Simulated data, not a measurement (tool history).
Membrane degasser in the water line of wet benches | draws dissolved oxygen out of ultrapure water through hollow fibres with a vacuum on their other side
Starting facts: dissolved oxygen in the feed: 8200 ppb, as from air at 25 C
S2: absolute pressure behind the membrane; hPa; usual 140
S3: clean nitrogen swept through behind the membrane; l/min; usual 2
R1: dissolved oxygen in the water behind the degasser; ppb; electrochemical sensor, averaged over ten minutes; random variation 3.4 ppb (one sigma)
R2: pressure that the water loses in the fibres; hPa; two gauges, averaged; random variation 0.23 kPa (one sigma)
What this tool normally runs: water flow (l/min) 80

Run 1, hour 0: usual settings. Result: R1 869.4 ppb, R2 604.2 hPa.
Run 2, hour 72.5: usual settings. Result: R1 869.2 ppb, R2 606.1 hPa.
Run 3, hour 137.7: usual settings but water flow (l/min) 81. Result: R1 877.2 ppb, R2 615 hPa.
Run 4, hour 194: usual settings but water flow (l/min) 81. Result: R1 874.9 ppb, R2 616.9 hPa.
Run 5, hour 270.4: usual settings but water flow (l/min) 81. Result: R1 872.4 ppb, R2 618.8 hPa.
Run 6, hour 330.3: usual settings but water flow (l/min) 81. Result: R1 881 ppb, R2 616.9 hPa.
Run 7, hour 377.2: usual settings but water flow (l/min) 53. Result: R1 606.8 ppb, R2 403.4 hPa.
Run 8, hour 443.2: usual settings but S3 1.06 l/min. Result: R1 1298 ppb, R2 607.1 hPa.
Run 9, hour 485.4: usual settings but S3 1.06 l/min. Result: R1 1298.9 ppb, R2 606.5 hPa.
Run 10, hour 553: usual settings but S3 1.06 l/min. Result: R1 1304.6 ppb, R2 607.2 hPa.
Run 11, hour 587.5: usual settings but water flow (l/min) 86, S2 148 hPa, S3 0.83 l/min. Result: R1 1667.9 ppb, R2 653.8 hPa.
Run 12, hour 650.7: usual settings but water flow (l/min) 86, S2 202 hPa, S3 3.26 l/min. Result: R1 964.6 ppb, R2 660 hPa.
Run 13, hour 711.2: usual settings but water flow (l/min) 86, S2 93 hPa, S3 2.67 l/min. Result: R1 485.6 ppb, R2 658.7 hPa.
Run 14, hour 789.9: usual settings but water flow (l/min) 86, S2 93 hPa, S3 2.67 l/min. Result: R1 486.1 ppb, R2 652.8 hPa.
Run 15, hour 862.8: usual settings but water flow (l/min) 127, S2 221 hPa, S3 1.42 l/min. Result: R1 2346.7 ppb, R2 967.8 hPa.
Run 16, hour 922.2: usual settings but water flow (l/min) 127, S2 221 hPa, S3 1.42 l/min. Result: R1 2329.8 ppb, R2 965.3 hPa.
Run 17, hour 977.4: usual settings but water flow (l/min) 61, S2 98 hPa, S3 0.87 l/min. Result: R1 789.1 ppb, R2 463.1 hPa.
Run 18, hour 1018.3: usual settings but water flow (l/min) 76, S3 1.32 l/min. Result: R1 1099.1 ppb, R2 577.1 hPa.
Run 19, hour 1058.9: usual settings but water flow (l/min) 115, S3 1.21 l/min. Result: R1 1571.1 ppb, R2 875.8 hPa.
Run 20, hour 1117.1: usual settings but water flow (l/min) 115, S3 4.77 l/min. Result: R1 704.6 ppb, R2 876.2 hPa.

What if the next run were any one of these 5? Each begins from the tool's condition after run 20:
Run A, hour 1186.9: usual settings but water flow (l/min) 62, S2 235 hPa, S3 4.1 l/min. Result: R1 ?, R2 ?.
Run B, hour 1186.9: usual settings but water flow (l/min) 104, S2 162 hPa, S3 0.83 l/min. Result: R1 ?, R2 ?.
Run C, hour 1186.9: usual settings but water flow (l/min) 69, S2 155 hPa, S3 2.18 l/min. Result: R1 ?, R2 ?.
Run D, hour 1186.9: usual settings but water flow (l/min) 76, S2 88 hPa, S3 4.81 l/min. Result: R1 ?, R2 ?.
Run E, hour 1186.9: usual settings but water flow (l/min) 93, S2 321 hPa, S3 4.77 l/min. Result: R1 ?, R2 ?.

run      R1     R2
  A   695.6  474.2
  B  2056.2  795.5
  C   807.2  525.1
  D   266.9  578.8
  E  1204.7  710.7
The same runs, with their run-to-run variation unchanged, on a tool lacking any hidden condition would have given:
run      R1     R2
  A   684.4  466.6
  B  2041.6  782.8
  C   793.6  516.7
  D   256.1  569.6
  E  1189.9  699.4
